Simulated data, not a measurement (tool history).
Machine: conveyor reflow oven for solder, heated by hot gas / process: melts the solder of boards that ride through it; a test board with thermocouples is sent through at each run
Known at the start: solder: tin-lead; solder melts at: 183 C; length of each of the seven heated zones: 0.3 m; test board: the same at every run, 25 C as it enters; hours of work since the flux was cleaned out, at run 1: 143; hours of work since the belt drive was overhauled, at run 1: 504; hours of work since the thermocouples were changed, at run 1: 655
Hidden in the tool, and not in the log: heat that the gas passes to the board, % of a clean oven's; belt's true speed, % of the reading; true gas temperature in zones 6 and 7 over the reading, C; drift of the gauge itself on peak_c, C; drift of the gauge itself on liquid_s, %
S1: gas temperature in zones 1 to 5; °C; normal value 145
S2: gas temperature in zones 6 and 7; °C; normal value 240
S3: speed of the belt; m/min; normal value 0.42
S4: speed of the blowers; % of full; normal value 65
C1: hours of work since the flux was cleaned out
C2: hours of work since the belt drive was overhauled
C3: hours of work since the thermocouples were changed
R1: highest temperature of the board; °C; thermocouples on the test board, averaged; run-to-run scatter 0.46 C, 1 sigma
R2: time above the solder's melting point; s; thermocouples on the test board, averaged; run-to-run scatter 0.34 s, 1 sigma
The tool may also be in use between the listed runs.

{"run": 1, "day": 0.0, "S1": 145, "S2": 240, "S3": 0.42, "S4": 65, "C1": 143, "C2": 504, "C3": 655, "R1": 221.3, "R2": 70.6}
{"run": 2, "day": 1.779, "S1": 145, "S2": 240, "S3": 0.42, "S4": 65, "C1": 165, "C2": 526, "C3": 677, "R1": 220.8, "R2": 71.7}
{"run": 3, "day": 4.525, "S1": 145, "S2": 240, "S3": 0.42, "S4": 65, "C1": 200, "C2": 561, "C3": 711, "R1": 221.7, "R2": 70.5}
{"run": 4, "day": 6.962, "S1": 145, "S2": 240, "S3": 0.42, "S4": 65, "C1": 230, "C2": 591, "C3": 742, "R1": 221.6, "R2": 70.9}
{"run": 5, "day": 10.071, "S1": 145, "S2": 240, "S3": 0.42, "S4": 61, "C1": 269, "C2": 630, "C3": 780, "R1": 219.5, "R2": 69.5}
{"run": 6, "day": 13.488, "S1": 160, "S2": 240, "S3": 0.42, "S4": 65, "C1": 312, "C2": 673, "C3": 823, "R1": 223.6, "R2": 79.7}
{"day": 14.342, "done": "flux residue cleaned out of gas plates and filters"}
{"run": 7, "day": 15.779, "S1": 145, "S2": 252, "S3": 0.42, "S4": 65, "C1": 18, "C2": 699, "C3": 849, "R1": 232.4, "R2": 78.4}
{"run": 8, "day": 18.846, "S1": 145, "S2": 252, "S3": 0.42, "S4": 65, "C1": 56, "C2": 737, "C3": 888, "R1": 232.3, "R2": 78.3}
{"run": 9, "day": 20.804, "S1": 145, "S2": 240, "S3": 0.42, "S4": 70, "C1": 81, "C2": 762, "C3": 912, "R1": 223.2, "R2": 72.8}
{"run": 10, "day": 23.271, "S1": 145, "S2": 240, "S3": 0.42, "S4": 65, "C1": 112, "C2": 792, "C3": 943, "R1": 221.7, "R2": 71.7}
{"run": 11, "day": 25.796, "S1": 156, "S2": 240, "S3": 0.42, "S4": 63, "C1": 143, "C2": 824, "C3": 974, "R1": 222, "R2": 77.6}
{"run": 12, "day": 27.342, "S1": 145, "S2": 240, "S3": 0.42, "S4": 65, "C1": 163, "C2": 843, "C3": 994, "R1": 220.2, "R2": 70.9}
{"run": 13, "day": 28.867, "S1": 145, "S2": 240, "S3": 0.445, "S4": 50, "C1": 182, "C2": 862, "C3": 1013, "R1": 215.8, "R2": 61.4}
{"run": 14, "day": 30.85, "S1": 132, "S2": 240, "S3": 0.445, "S4": 50, "C1": 206, "C2": 887, "C3": 1038, "R1": 211.5, "R2": 52.4}
{"run": 15, "day": 34.283, "S1": 132, "S2": 240, "S3": 0.445, "S4": 50, "C1": 249, "C2": 930, "C3": 1081, "R1": 211.6, "R2": 52.2}
{"day": 34.8, "done": "thermocouples of zones 6 and 7 changed"}
{"run": 16, "day": 36.725, "S1": 145, "S2": 240, "S3": 0.365, "S4": 70, "C1": 279, "C2": 960, "C3": 24, "R1": 227.5, "R2": 87.4}
{"run": 17, "day": 38.529, "S1": 145, "S2": 240, "S3": 0.365, "S4": 70, "C1": 301, "C2": 982, "C3": 47, "R1": 228.2, "R2": 87.7}
{"day": 40.112, "done": "flux residue cleaned out of gas plates and filters"}
{"run": 18, "day": 40.446, "S1": 145, "S2": 240, "S3": 0.42, "S4": 82, "C1": 4, "C2": 1003, "C3": 68, "R1": 226.2, "R2": 75.9}
{"run": 19, "day": 41.988, "S1": 142, "S2": 244, "S3": 0.351, "S4": 80, "C1": 23, "C2": 1023, "C3": 87, "R1": 235.2, "R2": 94.6}
{"run": 20, "day": 44.188, "S1": 145, "S2": 244, "S3": 0.42, "S4": 65, "C1": 51, "C2": 1050, "C3": 115, "R1": 227.4, "R2": 75.5}

Here are 3 independent what-if runs from the current tool condition. What would each one return?
{"run": "A", "day": 46.679, "S1": 136, "S2": 244, "S3": 0.49, "S4": 79, "C1": 82, "C2": 1081, "C3": 146, "R1": "?", "R2": "?"}
{"run": "B", "day": 46.679, "S1": 145, "S2": 254, "S3": 0.487, "S4": 65, "C1": 82, "C2": 1081, "C3": 146, "R1": "?", "R2": "?"}
{"run": "C", "day": 46.679, "S1": 152, "S2": 240, "S3": 0.42, "S4": 65, "C1": 82, "C2": 1081, "C3": 146, "R1": "?", "R2": "?"}

run=A R1=223.4 R2=58.3
run=B R1=229.9 R2=66.6
run=C R1=224.6 R2=77.2
Had the tool no hidden state, the same runs would have come out as:
run=A R1=223.7 R2=58
run=B R1=230.1 R2=66.1
run=C R1=224.7 R2=76.5
